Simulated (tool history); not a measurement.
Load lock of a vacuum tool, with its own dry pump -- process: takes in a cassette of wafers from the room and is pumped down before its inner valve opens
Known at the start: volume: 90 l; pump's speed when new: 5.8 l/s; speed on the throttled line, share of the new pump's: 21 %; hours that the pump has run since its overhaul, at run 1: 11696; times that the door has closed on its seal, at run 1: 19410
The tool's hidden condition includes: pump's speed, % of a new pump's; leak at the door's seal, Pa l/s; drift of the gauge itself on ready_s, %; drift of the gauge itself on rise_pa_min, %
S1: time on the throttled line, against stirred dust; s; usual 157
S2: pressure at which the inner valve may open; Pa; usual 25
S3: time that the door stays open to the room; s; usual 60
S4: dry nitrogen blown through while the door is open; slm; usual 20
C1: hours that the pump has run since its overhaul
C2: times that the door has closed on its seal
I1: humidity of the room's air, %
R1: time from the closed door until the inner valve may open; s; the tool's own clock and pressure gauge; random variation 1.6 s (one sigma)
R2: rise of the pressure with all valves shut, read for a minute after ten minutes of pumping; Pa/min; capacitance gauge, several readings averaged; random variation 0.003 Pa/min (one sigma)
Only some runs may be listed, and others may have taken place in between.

run 1 hour=0 | S1=157 S2=25 S3=60 S4=20 | C1=11696 C2=19410 | I1=46.6 | R1=282.7 R2=0.047
run 2 hour=133.5 | S1=157 S2=25 S3=60 S4=20 | C1=11829 C2=19840 | I1=44.6 | R1=280.5 R2=0.058
run 3 hour=435.8 | S1=157 S2=25 S3=60 S4=20 | C1=12132 C2=20815 | I1=46.7 | R1=281 R2=0.057
run 4 hour=762.8 | S1=157 S2=25 S3=60 S4=20 | C1=12459 C2=21869 | I1=46.6 | R1=285.3 R2=0.059
run 5 hour=911.2 | S1=157 S2=25 S3=60 S4=20 | C1=12607 C2=22347 | I1=41.1 | R1=283.2 R2=0.059
run 6 hour=1132.1 | S1=157 S2=25 S3=60 S4=20 | C1=12828 C2=23060 | I1=46.5 | R1=285 R2=0.059
run 7 hour=1371 | S1=157 S2=25 S3=44 S4=20 | C1=13067 C2=23830 | I1=41.8 | R1=286.3 R2=0.06
run 8 hour=1669 | S1=157 S2=25 S3=44 S4=20 | C1=13365 C2=24791 | I1=45.1 | R1=290.4 R2=0.058
run 9 hour=1912 | S1=157 S2=25 S3=44 S4=20 | C1=13608 C2=25574 | I1=44.3 | R1=288.7 R2=0.061
-- hour=2179.3 dry pump taken out, an overhauled one fitted
run 10 hour=2222.7 | S1=90 S2=25 S3=60 S4=20 | C1=43 C2=26556 | I1=44.4 | R1=200.3 R2=0.06
run 11 hour=2438.4 | S1=271 S2=25 S3=60 S4=20 | C1=259 C2=27252 | I1=43.7 | R1=348.2 R2=0.065
run 12 hour=2684.7 | S1=157 S2=25 S3=60 S4=20 | C1=505 C2=28046 | I1=44.5 | R1=255.2 R2=0.066
run 13 hour=2876 | S1=157 S2=25 S3=60 S4=20 | C1=697 C2=28662 | I1=46.7 | R1=257 R2=0.068
run 14 hour=3130.3 | S1=157 S2=25 S3=60 S4=20 | C1=951 C2=29482 | I1=44.4 | R1=256.2 R2=0.073
run 15 hour=3372.9 | S1=157 S2=25 S3=60 S4=20 | C1=1194 C2=30264 | I1=46.5 | R1=257.2 R2=0.07
run 16 hour=3586.3 | S1=157 S2=25 S3=60 S4=10 | C1=1407 C2=30952 | I1=46.4 | R1=257.3 R2=0.09
run 17 hour=3804.8 | S1=82 S2=25 S3=60 S4=20 | C1=1626 C2=31657 | I1=44.1 | R1=200.1 R2=0.073
run 18 hour=3949.3 | S1=82 S2=25 S3=60 S4=20 | C1=1770 C2=32123 | I1=45.4 | R1=200.1 R2=0.075
run 19 hour=4211.4 | S1=157 S2=43 S3=60 S4=4 | C1=2032 C2=32967 | I1=50.9 | R1=250.3 R2=0.106
run 20 hour=4521.3 | S1=157 S2=22 S3=60 S4=20 | C1=2342 C2=33967 | I1=47.8 | R1=260.7 R2=0.08
run 21 hour=4691.7 | S1=157 S2=37 S3=85 S4=10 | C1=2512 C2=34516 | I1=47.2 | R1=253.8 R2=0.11
run 22 hour=4901 | S1=157 S2=25 S3=209 S4=20 | C1=2722 C2=35191 | I1=47.1 | R1=261.1 R2=0.115
run 23 hour=5090.9 | S1=157 S2=18 S3=71 S4=19 | C1=2912 C2=35803 | I1=47.1 | R1=265.7 R2=0.09
run 24 hour=5394.2 | S1=157 S2=18 S3=71 S4=19 | C1=3215 C2=36781 | I1=43.7 | R1=267.8 R2=0.091
run 25 hour=5692.6 | S1=206 S2=25 S3=117 S4=20 | C1=3513 C2=37743 | I1=40.1 | R1=302 R2=0.099
run 26 hour=5961 | S1=206 S2=25 S3=117 S4=20 | C1=3782 C2=38608 | I1=46.6 | R1=298.3 R2=0.106
run 27 hour=6267.6 | S1=157 S2=46 S3=52 S4=20 | C1=4088 C2=39596 | I1=48.5 | R1=253.1 R2=0.099
run 28 hour=6456.4 | S1=157 S2=46 S3=52 S4=20 | C1=4277 C2=40205 | I1=46.4 | R1=255.8 R2=0.097
run 29 hour=6641.1 | S1=157 S2=46 S3=52 S4=20 | C1=4462 C2=40801 | I1=40 | R1=251.9 R2=0.096
run 30 hour=6810 | S1=157 S2=46 S3=52 S4=43 | C1=4631 C2=41345 | I1=45.7 | R1=249.6 R2=0.082
run 31 hour=6943.9 | S1=157 S2=46 S3=52 S4=43 | C1=4765 C2=41777 | I1=45.8 | R1=252.4 R2=0.087
run 32 hour=7190.7 | S1=157 S2=46 S3=52 S4=43 | C1=5011 C2=42572 | I1=45.2 | R1=254.8 R2=0.089
run 33 hour=7470.4 | S1=94 S2=25 S3=60 S4=24 | C1=5291 C2=43474 | I1=41.1 | R1=218.4 R2=0.103
run 34 hour=7686.8 | S1=92 S2=28 S3=60 S4=9 | C1=5507 C2=44172 | I1=43.5 | R1=213 R2=0.119
run 35 hour=7948.6 | S1=281 S2=31 S3=48 S4=17 | C1=5769 C2=45016 | I1=46.7 | R1=356.8 R2=0.108
run 36 hour=8137.2 | S1=281 S2=31 S3=48 S4=17 | C1=5958 C2=45624 | I1=44.9 | R1=357.7 R2=0.11

Alternative continuations, all from the tool just after run 36; predict every row:
run A hour=8459.6 | S1=281 S2=44 S3=48 S4=32 | C1=6280 C2=46663 | I1=41 | R1=? R2=?
run B hour=8459.6 | S1=281 S2=33 S3=174 S4=10 | C1=6280 C2=46663 | I1=47.5 | R1=? R2=?
run C hour=8459.6 | S1=281 S2=23 S3=48 S4=17 | C1=6280 C2=46663 | I1=46.9 | R1=? R2=?
run D hour=8459.6 | S1=146 S2=38 S3=48 S4=17 | C1=6280 C2=46663 | I1=43.6 | R1=? R2=?

run=A R1=353.4 R2=0.106
run=B R1=359.3 R2=0.158
run=C R1=362.6 R2=0.116
run=D R1=252.1 R2=0.118
Had the tool no hidden state, the same runs would have come out as:
run=A R1=344.5 R2=0.022
run=B R1=350.1 R2=0.076
run=C R1=352.7 R2=0.033
run=D R1=239.3 R2=0.034
